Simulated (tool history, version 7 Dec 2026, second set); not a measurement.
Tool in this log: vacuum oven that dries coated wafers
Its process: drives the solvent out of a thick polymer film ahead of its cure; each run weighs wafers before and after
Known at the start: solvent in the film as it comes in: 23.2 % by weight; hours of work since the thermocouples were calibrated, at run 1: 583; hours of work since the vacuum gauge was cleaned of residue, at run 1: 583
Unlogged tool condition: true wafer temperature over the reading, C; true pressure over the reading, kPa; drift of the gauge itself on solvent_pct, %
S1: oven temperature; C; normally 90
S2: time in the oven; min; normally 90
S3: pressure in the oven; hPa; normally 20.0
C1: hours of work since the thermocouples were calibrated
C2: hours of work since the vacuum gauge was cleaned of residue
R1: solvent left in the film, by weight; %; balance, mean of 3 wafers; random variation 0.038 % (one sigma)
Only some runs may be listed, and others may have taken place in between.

{"run": 1, "hour": 0.0, "S1": 90, "S2": 90, "S3": 20.0, "C1": 583, "C2": 583, "R1": 4.46}
{"run": 2, "hour": 23.2, "S1": 90, "S2": 90, "S3": 20.0, "C1": 600, "C2": 600, "R1": 4.41}
{"run": 3, "hour": 54.4, "S1": 90, "S2": 90, "S3": 20.0, "C1": 623, "C2": 623, "R1": 4.44}
{"run": 4, "hour": 83.8, "S1": 90, "S2": 90, "S3": 20.0, "C1": 644, "C2": 644, "R1": 4.38}
{"run": 5, "hour": 106.2, "S1": 90, "S2": 90, "S3": 20.0, "C1": 661, "C2": 661, "R1": 4.32}
{"run": 6, "hour": 156.2, "S1": 97, "S2": 90, "S3": 20.0, "C1": 698, "C2": 698, "R1": 2.67}
{"run": 7, "hour": 183.9, "S1": 97, "S2": 90, "S3": 20.0, "C1": 718, "C2": 718, "R1": 2.71}
{"run": 8, "hour": 220.3, "S1": 90, "S2": 90, "S3": 20.0, "C1": 745, "C2": 745, "R1": 4.35}
{"run": 9, "hour": 266.1, "S1": 90, "S2": 90, "S3": 20.0, "C1": 778, "C2": 778, "R1": 4.26}
{"run": 10, "hour": 303.9, "S1": 79, "S2": 90, "S3": 20.0, "C1": 806, "C2": 806, "R1": 7.61}
{"run": 11, "hour": 355.8, "S1": 90, "S2": 91, "S3": 20.0, "C1": 844, "C2": 844, "R1": 4.2}
{"run": 12, "hour": 401.7, "S1": 76, "S2": 91, "S3": 20.0, "C1": 878, "C2": 878, "R1": 8.34}
{"run": 13, "hour": 452.1, "S1": 90, "S2": 90, "S3": 11.2, "C1": 915, "C2": 915, "R1": 3.92}
{"run": 14, "hour": 476.4, "S1": 90, "S2": 90, "S3": 11.2, "C1": 933, "C2": 933, "R1": 3.9}
{"run": 15, "hour": 501.0, "S1": 84, "S2": 84, "S3": 19.9, "C1": 951, "C2": 951, "R1": 6.39}
{"run": 16, "hour": 549.1, "S1": 104, "S2": 90, "S3": 12.5, "C1": 986, "C2": 986, "R1": 1.24}
{"run": 17, "hour": 589.7, "S1": 90, "S2": 66, "S3": 69.6, "C1": 1016, "C2": 1016, "R1": 7.76}
{"run": 18, "hour": 614.0, "S1": 90, "S2": 66, "S3": 17.7, "C1": 1034, "C2": 1034, "R1": 6.02}
{"run": 19, "hour": 638.4, "S1": 90, "S2": 66, "S3": 17.7, "C1": 1052, "C2": 1052, "R1": 5.95}
{"run": 20, "hour": 666.9, "S1": 91, "S2": 66, "S3": 13.1, "C1": 1073, "C2": 1073, "R1": 5.58}
{"run": 21, "hour": 703.6, "S1": 90, "S2": 57, "S3": 67.5, "C1": 1100, "C2": 1100, "R1": 8.36}
{"run": 22, "hour": 747.8, "S1": 103, "S2": 90, "S3": 24.0, "C1": 1132, "C2": 1132, "R1": 1.65}
{"run": 23, "hour": 773.0, "S1": 97, "S2": 90, "S3": 37.3, "C1": 1151, "C2": 1151, "R1": 3.07}
{"run": 24, "hour": 796.3, "S1": 85, "S2": 67, "S3": 20.7, "C1": 1168, "C2": 1168, "R1": 7.46}
{"run": 25, "hour": 823.5, "S1": 85, "S2": 67, "S3": 20.7, "C1": 1188, "C2": 1188, "R1": 7.37}
{"run": 26, "hour": 875.3, "S1": 84, "S2": 90, "S3": 33.5, "C1": 1226, "C2": 1226, "R1": 6.3}
{"run": 27, "hour": 907.6, "S1": 84, "S2": 90, "S3": 33.5, "C1": 1249, "C2": 1249, "R1": 6.29}
{"run": 28, "hour": 951.2, "S1": 84, "S2": 90, "S3": 33.5, "C1": 1281, "C2": 1281, "R1": 6.2}

Below are 3 alternative next runs, each starting from the tool's condition after run 28. Predict each:
{"hour": 992.7, "done": "oven's thermocouples calibrated"}
{"run": "A", "hour": 996.4, "S1": 104, "S2": 102, "S3": 12.9, "C1": 3, "C2": 1313, "R1": "?"}
{"hour": 992.7, "done": "oven's thermocouples calibrated"}
{"run": "B", "hour": 996.4, "S1": 102, "S2": 90, "S3": 13.0, "C1": 3, "C2": 1313, "R1": "?"}
{"hour": 992.7, "done": "oven's thermocouples calibrated"}
{"run": "C", "hour": 996.4, "S1": 75, "S2": 90, "S3": 14.6, "C1": 3, "C2": 1313, "R1": "?"}

run=A R1=1.18
run=B R1=1.79
run=C R1=9.06
Take away the tool's hidden state, keep each run's random variation, and the runs would have read:
run=A R1=1.14
run=B R1=1.75
run=C R1=9.00
